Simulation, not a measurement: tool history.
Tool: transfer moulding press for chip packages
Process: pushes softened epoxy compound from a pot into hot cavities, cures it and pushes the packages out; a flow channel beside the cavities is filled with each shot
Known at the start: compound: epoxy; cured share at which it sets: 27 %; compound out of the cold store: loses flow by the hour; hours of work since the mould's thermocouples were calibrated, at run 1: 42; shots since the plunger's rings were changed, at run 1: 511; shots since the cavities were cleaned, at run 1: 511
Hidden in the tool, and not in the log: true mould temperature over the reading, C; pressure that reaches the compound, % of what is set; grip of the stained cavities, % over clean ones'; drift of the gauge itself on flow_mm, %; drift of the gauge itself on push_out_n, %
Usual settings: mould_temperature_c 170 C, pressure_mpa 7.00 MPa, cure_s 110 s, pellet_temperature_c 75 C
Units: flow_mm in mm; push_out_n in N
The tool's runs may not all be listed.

run     day  mould_temperature_c  pressure_mpa  cure_s  pellet_temperature_c  hours of work since the mould's thermocouples were calibrated  shots since the plunger's rings were changed  shots since the cavities were cleaned  incoming compound's hours out of the cold store  flow_mm  push_out_n
  1   0.000                  170          7.00     110                    75                                                             42                                           511                                    511                                             38.1      809         788
  2   2.250                  170          7.00     120                    75                                                             67                                           944                                    944                                             33.6      798         793
      2.504  -- cavities cleaned with cleaning compound and waxed
  3   4.129                  170          7.00     120                    75                                                             87                                          1294                                    313                                             13.3      847         708
  4   7.346                  173          7.00     110                    75                                                            122                                          1914                                    933                                             45.5      735         787
      7.588  -- cavities cleaned with cleaning compound and waxed
  5  11.196                  173          7.00     110                    75                                                            163                                          2642                                    694                                             19.4      802         768
     12.871  -- cavities cleaned with cleaning compound and waxed
  6  13.042                  173          7.00     116                    75                                                            183                                          2986                                     33                                             17.7      806         476
  7  15.588                  173          7.00     116                    75                                                            210                                          3476                                    523                                             10.2      820         701
  8  17.608                  173          7.00     116                    75                                                            233                                          3865                                    912                                             13.2      805         764
     18.000  -- cavities cleaned with cleaning compound and waxed
  9  20.583                  170          7.00     110                    75                                                            264                                          4426                                    497                                             18.8      800         816
 10  22.246                  170          7.00     110                    75                                                            282                                          4746                                    817                                             25.0      787         851
     23.288  -- cavities cleaned with cleaning compound and waxed
 11  25.058                  170          6.68     110                    75                                                            312                                          5276                                    341                                             15.0      774         770
     26.058  -- plunger's sealing rings changed
 12  28.088                  170          7.00     110                    66                                                            344                                           390                                    904                                             39.4      779         853
     28.504  -- cavities cleaned with cleaning compound and waxed
 13  30.050                  170          7.00     110                    66                                                            365                                           756                                    298                                             24.1      810         716
 14  32.604                  170          7.00     110                    66                                                            393                                          1248                                    790                                             19.7      819         837
     33.633  -- cavities cleaned with cleaning compound and waxed
 15  35.750                  170          7.75     147                    75                                                            427                                          1842                                    408                                             40.3      805         673
 16  38.562                  170          7.75     147                    75                                                            457                                          2383                                    949                                             34.9      817         756
     38.838  -- cavities cleaned with cleaning compound and waxed
 17  40.829                  170          5.96     147                    70                                                            481                                          2807                                    383                                             11.5      779         676
 18  43.754                  170          5.40     122                    85                                                            513                                          3370                                    946                                             23.8      691         788
     44.171  -- cavities cleaned with cleaning compound and waxed
 19  46.788                  170          5.40     119                    69                                                            546                                          3943                                    504                                             41.1      657         723
 20  48.642                  163          8.05     119                    69                                                            566                                          4300                                    861                                             16.0      869        1136
     49.362  -- cavities cleaned with cleaning compound and waxed
 21  52.329                  170          7.00     107                    83                                                            605                                          4998                                    572                                             21.3      777         832
     53.212  -- mould's thermocouples calibrated
     54.650  -- cavities cleaned with cleaning compound and waxed
     54.925  -- plunger's sealing rings changed
 22  55.650                  175          6.14     135                    68                                                             25                                           140                                    172                                             45.7      710         542
 23  57.975                  170          6.97      94                    66                                                             50                                           588                                    620                                             27.8      819        1018
     59.821  -- cavities cleaned with cleaning compound and waxed
 24  59.821                  170          6.97      94                    66                                                             70                                           931                                      0                                             31.8      812         555
 25  61.808                  174          7.42      92                    79                                                             91                                          1314                                    383                                             38.4      795         764
     64.917  -- cavities cleaned with cleaning compound and waxed
 26  65.546                  177          6.25     148                    77                                                            131                                          2022                                    121                                             42.1      711         502
 27  67.246                  169          8.35     118                    76                                                            150                                          2349                                    448                                             22.6      897         750

4 ways to go on from here, each from the tool as it stands after run 27. What would each give?
  A  69.271                  169          8.35     131                    81                                                            172                                          2739                                    838                                             22.8        ?           ?
  B  69.271                  173          6.85     118                    76                                                            172                                          2739                                    838                                             19.9        ?           ?
  C  69.271                  170          7.00     122                    82                                                            172                                          2739                                    838                                             19.4        ?           ?
  D  69.271                  173          7.00     135                    68                                                            172                                          2739                                    838                                             43.1        ?           ?

run  flow_mm  push_out_n
  A      881         776
  B      800         739
  C      824         808
  D      741         756
Without the tool's hidden state the same runs would have given:
run  flow_mm  push_out_n
  A      923         425
  B      838         405
  C      862         443
  D      776         409
